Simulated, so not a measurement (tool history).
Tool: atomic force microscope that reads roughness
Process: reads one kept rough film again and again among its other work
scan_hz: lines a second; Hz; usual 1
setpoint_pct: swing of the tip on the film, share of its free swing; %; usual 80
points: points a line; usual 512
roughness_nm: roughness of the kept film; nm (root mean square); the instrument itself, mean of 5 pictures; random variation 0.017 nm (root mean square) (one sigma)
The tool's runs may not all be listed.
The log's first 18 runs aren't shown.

| run | hour | scan_hz | setpoint_pct | points | roughness_nm |
|---|---|---|---|---|---|
| 19 | 199.8 | 0.59 | 57 | 512 | 4.017 |
| 20 | 206.6 | 2.31 | 83 | 1008 | 3.239 |
| 21 | 220 | 1.85 | 82 | 473 | 3.35 |
| 22 | 232.8 | 1 | 73 | 1018 | 3.758 |
| 23 | 242.8 | 1 | 80 | 680 | 3.62 |
| 24 | 250.1 | 1 | 80 | 680 | 3.579 |
| 25 | 261 | 3.93 | 71 | 680 | 3.189 |
| 26 | 268.8 | 0.95 | 65 | 680 | 3.785 |
| 27 | 278.3 | 2.71 | 77 | 866 | 3.204 |
| 28 | 287.5 | 2.71 | 59 | 362 | 3.594 |
| 29 | 297.5 | 2.71 | 59 | 333 | 3.565 |
| 30 | 307.3 | 3.67 | 59 | 333 | 3.47 |
| 31 | 316.2 | 0.56 | 80 | 700 | 3.652 |
| 32 | 327.8 | 0.74 | 60 | 335 | 3.723 |
|  | 331.7 | new tip fitted |
| 33 | 340.9 | 1.97 | 80 | 555 | 3.858 |
| 34 | 351.8 | 1.97 | 80 | 555 | 3.797 |
| 35 | 364.9 | 1.97 | 62 | 489 | 4.229 |

Forecast each of these 4 alternatives for the next run:
| A | 377.8 | 1.56 | 68 | 489 | ? |
| B | 377.8 | 1 | 89 | 484 | ? |
| C | 377.8 | 1 | 80 | 330 | ? |
| D | 377.8 | 1.97 | 86 | 489 | ? |

| run | roughness_nm |
|---|---|
| A | 4.156 |
| B | 3.929 |
| C | 4.072 |
| D | 3.544 |
Without the tool's hidden state the same runs would have given:
| run | roughness_nm |
|---|---|
| A | 4.285 |
| B | 4.051 |
| C | 4.198 |
| D | 3.654 |
